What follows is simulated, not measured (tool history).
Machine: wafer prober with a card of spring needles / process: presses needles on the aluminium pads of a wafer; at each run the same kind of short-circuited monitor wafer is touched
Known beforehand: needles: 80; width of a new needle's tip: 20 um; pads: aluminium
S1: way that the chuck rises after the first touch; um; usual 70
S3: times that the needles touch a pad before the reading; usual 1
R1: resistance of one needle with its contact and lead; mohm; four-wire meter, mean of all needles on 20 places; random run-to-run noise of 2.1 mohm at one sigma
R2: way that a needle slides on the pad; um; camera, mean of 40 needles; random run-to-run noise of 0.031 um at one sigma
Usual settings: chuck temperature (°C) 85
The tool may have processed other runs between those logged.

Run 1, hour 0: usual settings. Result: R1 273 mohm, R2 19.28 um.
Run 2, hour 7.7: usual settings. Result: R1 308 mohm, R2 19.28 um.
Run 3, hour 14.3: usual settings. Result: R1 266 mohm, R2 19.3 um.
Run 4, hour 21.8: usual settings. Result: R1 308 mohm, R2 19.26 um.
Run 5, hour 26.5: usual settings. Result: R1 245 mohm, R2 19.34 um.
Run 6, hour 33: usual settings but S3 2. Result: R1 266 mohm, R2 19.22 um.
Run 7, hour 42.7: usual settings but S3 2. Result: R1 247 mohm, R2 19.22 um.
Run 8, hour 50.1: usual settings but S3 2. Result: R1 275 mohm, R2 19.27 um.
Run 9, hour 58.7: usual settings but S1 69 um. Result: R1 266 mohm, R2 18.97 um.
Run 10, hour 62.7: usual settings but chuck temperature (°C) 31. Result: R1 283 mohm, R2 19.25 um.
Run 11, hour 66.8: usual settings but chuck temperature (°C) 31. Result: R1 305 mohm, R2 19.22 um.
Run 12, hour 76.5: usual settings but chuck temperature (°C) 29. Result: R1 279 mohm, R2 19.2 um.
Run 13, hour 84.7: usual settings but chuck temperature (°C) 28, S3 3. Result: R1 254 mohm, R2 19.13 um.
Run 14, hour 91.3: usual settings but S1 68 um. Result: R1 297 mohm, R2 18.7 um.
Run 15, hour 96: usual settings but S1 79 um. Result: R1 291 mohm, R2 21.67 um.
Run 16, hour 102.5: usual settings but S1 58 um. Result: R1 277 mohm, R2 15.81 um.
Run 17, hour 109.7: usual settings but S1 58 um. Result: R1 339 mohm, R2 15.83 um.
Run 18, hour 117.8: usual settings but S1 58 um. Result: R1 284 mohm, R2 15.83 um.
Run 19, hour 125.9: usual settings but S1 58 um. Result: R1 350 mohm, R2 15.82 um.
Run 20, hour 135.5: usual settings but S1 71 um, chuck temperature (°C) 46, S3 2. Result: R1 253 mohm, R2 19.46 um.
Run 21, hour 140.5: usual settings but S1 51 um, chuck temperature (°C) 104. Result: R1 377 mohm, R2 13.86 um.
Run 22, hour 147.6: usual settings but S1 55 um, chuck temperature (°C) 32, S3 2. Result: R1 258 mohm, R2 15 um.
Run 23, hour 154.4: usual settings but chuck temperature (°C) 58, S3 2. Result: R1 273 mohm, R2 19.19 um.
Run 24, hour 158.5: usual settings but chuck temperature (°C) 58, S3 2. Result: R1 284 mohm, R2 19.1 um.

Put back what was entered between runs (10 entries, withheld): which listed runs does each sit between, and how does the hidden state differ from the listed run before to the listed run after?
In the gap between runs 2 and 3: tips cleaned on abrasive film (hour 11.6)
  debris on the tips, nm: 47.3 -> 19.5; way that the needles fall short of the set height, um: 0.36 -> 0.43; tips' diameter, um: 20.12 -> 20.15
  what was measured, less what the result would be without the hidden state, R1: +77 -> +32 mohm; R2: -0.1 -> -0.12 um
In the gap between runs 4 and 5: tips cleaned on abrasive film (hour 26.5)
  debris on the tips, nm: 46 -> 4.5; way that the needles fall short of the set height, um: 0.43 -> 0.49; tips' diameter, um: 20.15 -> 20.17
  what was measured, less what the result would be without the hidden state, R1: +76 -> +8 mohm; R2: -0.12 -> -0.14 um
In the gap between runs 6 and 7: tips cleaned on abrasive film (hour 41.4)
  debris on the tips, nm: 36.3 -> 14.2; way that the needles fall short of the set height, um: 0.49 -> 0.57; tips' diameter, um: 20.17 -> 20.2
  what was measured, less what the result would be without the hidden state, R1: +35 -> +14 mohm; R2: -0.14 -> -0.16 um
In the gap between runs 8 and 9: tips cleaned on abrasive film (hour 56.3)
  debris on the tips, nm: 42.4 -> 18.9; way that the needles fall short of the set height, um: 0.57 -> 0.63; tips' diameter, um: 20.2 -> 20.22
  what was measured, less what the result would be without the hidden state, R1: +42 -> +32 mohm; R2: -0.16 -> -0.18 um
In the gap between runs 11 and 12: tips cleaned on abrasive film (hour 70.8)
  debris on the tips, nm: 46.3 -> 33.8; way that the needles fall short of the set height, um: 0.63 -> 0.71; tips' diameter, um: 20.22 -> 20.25
  what was measured, less what the result would be without the hidden state, R1: +84 -> +61 mohm; R2: -0.17 -> -0.2 um
In the gap between runs 13 and 14: tips cleaned on abrasive film (hour 85.4)
  debris on the tips, nm: 53.2 -> 33.2; way that the needles fall short of the set height, um: 0.71 -> 0.76; tips' diameter, um: 20.25 -> 20.27
  what was measured, less what the result would be without the hidden state, R1: +35 -> +60 mohm; R2: -0.2 -> -0.21 um
In the gap between runs 15 and 16: tips cleaned on abrasive film (hour 100.5)
  debris on the tips, nm: 46.1 -> 15.8; way that the needles fall short of the set height, um: 0.76 -> 0.82; tips' diameter, um: 20.27 -> 20.29
  what was measured, less what the result would be without the hidden state, R1: +62 -> +38 mohm; R2: -0.21 -> -0.23 um
In the gap between runs 17 and 18: tips cleaned on abrasive film (hour 115.1)
  debris on the tips, nm: 42.4 -> 19.4; way that the needles fall short of the set height, um: 0.82 -> 0.88; tips' diameter, um: 20.29 -> 20.31
  what was measured, less what the result would be without the hidden state, R1: +100 -> +47 mohm; R2: -0.23 -> -0.24 um
In the gap between runs 19 and 20: tips cleaned on abrasive film (hour 129.9)
  debris on the tips, nm: 46.5 -> 31.8; way that the needles fall short of the set height, um: 0.88 -> 0.93; tips' diameter, um: 20.31 -> 20.33
  what was measured, less what the result would be without the hidden state, R1: +111 -> +33 mohm; R2: -0.24 -> -0.25 um
In the gap between runs 21 and 22: tips cleaned on abrasive film (hour 144.6)
  debris on the tips, nm: 45.3 -> 18.7; way that the needles fall short of the set height, um: 0.93 -> 1; tips' diameter, um: 20.33 -> 20.35
  what was measured, less what the result would be without the hidden state, R1: +132 -> +33 mohm; R2: -0.26 -> -0.27 um
